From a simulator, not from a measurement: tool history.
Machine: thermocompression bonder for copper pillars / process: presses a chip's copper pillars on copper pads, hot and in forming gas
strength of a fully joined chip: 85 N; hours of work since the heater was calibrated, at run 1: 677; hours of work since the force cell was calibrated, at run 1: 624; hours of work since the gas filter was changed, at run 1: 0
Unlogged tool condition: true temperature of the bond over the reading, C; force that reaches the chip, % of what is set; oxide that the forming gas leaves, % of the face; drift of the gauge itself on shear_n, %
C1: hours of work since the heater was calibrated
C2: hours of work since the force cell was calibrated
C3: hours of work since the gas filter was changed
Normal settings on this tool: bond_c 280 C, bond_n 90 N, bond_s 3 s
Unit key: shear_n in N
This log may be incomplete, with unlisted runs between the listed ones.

{"run": 1, "hour": 0.0, "bond_c": 280, "bond_n": 90, "bond_s": 3, "C1": 677, "C2": 624, "C3": 0, "shear_n": 59.2}
{"run": 2, "hour": 84.2, "bond_c": 280, "bond_n": 90, "bond_s": 3, "C1": 712, "C2": 659, "C3": 35, "shear_n": 60.1}
{"run": 3, "hour": 151.9, "bond_c": 280, "bond_n": 90, "bond_s": 3, "C1": 740, "C2": 687, "C3": 63, "shear_n": 59.2}
{"hour": 164.8, "done": "heater calibrated with a thermocouple chip"}
{"run": 4, "hour": 225.4, "bond_c": 280, "bond_n": 90, "bond_s": 3, "C1": 25, "C2": 717, "C3": 93, "shear_n": 54.9}
{"run": 5, "hour": 289.4, "bond_c": 280, "bond_n": 90, "bond_s": 3, "C1": 52, "C2": 743, "C3": 119, "shear_n": 56.5}
{"run": 6, "hour": 351.8, "bond_c": 269, "bond_n": 90, "bond_s": 3, "C1": 78, "C2": 769, "C3": 145, "shear_n": 50.3}
{"hour": 388.6, "done": "force cell calibrated"}
{"run": 7, "hour": 426.0, "bond_c": 269, "bond_n": 90, "bond_s": 3, "C1": 108, "C2": 16, "C3": 175, "shear_n": 47.4}
{"hour": 448.2, "done": "forming gas filter changed"}
{"run": 8, "hour": 490.7, "bond_c": 269, "bond_n": 90, "bond_s": 3, "C1": 134, "C2": 42, "C3": 18, "shear_n": 48.6}
{"run": 9, "hour": 560.9, "bond_c": 280, "bond_n": 69, "bond_s": 3, "C1": 163, "C2": 71, "C3": 47, "shear_n": 43.3}
{"run": 10, "hour": 643.8, "bond_c": 280, "bond_n": 69, "bond_s": 3, "C1": 198, "C2": 106, "C3": 81, "shear_n": 44.1}
{"run": 11, "hour": 707.8, "bond_c": 280, "bond_n": 69, "bond_s": 3, "C1": 224, "C2": 132, "C3": 108, "shear_n": 43.4}
{"run": 12, "hour": 793.7, "bond_c": 280, "bond_n": 69, "bond_s": 3, "C1": 260, "C2": 168, "C3": 143, "shear_n": 43.3}
{"run": 13, "hour": 851.3, "bond_c": 298, "bond_n": 64, "bond_s": 2, "C1": 284, "C2": 192, "C3": 167, "shear_n": 42.8}
{"hour": 892.4, "done": "forming gas filter changed"}
{"run": 14, "hour": 920.5, "bond_c": 309, "bond_n": 117, "bond_s": 7, "C1": 312, "C2": 220, "C3": 12, "shear_n": 83.1}
{"run": 15, "hour": 979.7, "bond_c": 309, "bond_n": 117, "bond_s": 7, "C1": 337, "C2": 245, "C3": 36, "shear_n": 82.5}
{"run": 16, "hour": 1027.2, "bond_c": 258, "bond_n": 58, "bond_s": 3, "C1": 357, "C2": 264, "C3": 56, "shear_n": 29.0}
{"run": 17, "hour": 1105.5, "bond_c": 258, "bond_n": 58, "bond_s": 3, "C1": 389, "C2": 297, "C3": 88, "shear_n": 29.9}
{"run": 18, "hour": 1163.0, "bond_c": 293, "bond_n": 70, "bond_s": 3, "C1": 413, "C2": 321, "C3": 112, "shear_n": 52.3}
{"run": 19, "hour": 1222.2, "bond_c": 279, "bond_n": 114, "bond_s": 4, "C1": 437, "C2": 345, "C3": 137, "shear_n": 70.0}
{"run": 20, "hour": 1261.9, "bond_c": 289, "bond_n": 94, "bond_s": 2, "C1": 454, "C2": 362, "C3": 153, "shear_n": 55.4}
{"run": 21, "hour": 1327.2, "bond_c": 276, "bond_n": 65, "bond_s": 3, "C1": 481, "C2": 389, "C3": 180, "shear_n": 41.7}
{"hour": 1336.5, "done": "forming gas filter changed"}
{"run": 22, "hour": 1370.1, "bond_c": 300, "bond_n": 90, "bond_s": 3, "C1": 499, "C2": 406, "C3": 14, "shear_n": 66.5}
{"run": 23, "hour": 1444.0, "bond_c": 300, "bond_n": 90, "bond_s": 3, "C1": 529, "C2": 437, "C3": 45, "shear_n": 67.4}

Some steps in shear_n between neighbouring runs. How much of each would the tool show without its hidden state too (settings, what came in, random variation), and how much is left for the hidden state, with any gauge scatter that isn't in both results?
Run 3 -> 4: heater calibrated with a thermocouple chip. shear_n -4.3 N: hidden state -4.1, all else -0.2.
Run 6 -> 7: force cell calibrated. shear_n -2.9 N: hidden state -2.7, all else -0.2.
Run 13 -> 14: bond_c 298 -> 309, bond_n 64 -> 117, bond_s 2 -> 7, forming gas filter changed. shear_n +40.3 N: hidden state -1.0, all else +41.3.
Run 15 -> 16: bond_c 309 -> 258, bond_n 117 -> 58, bond_s 7 -> 3. shear_n -53.5 N: hidden state +2.6, all else -56.1.
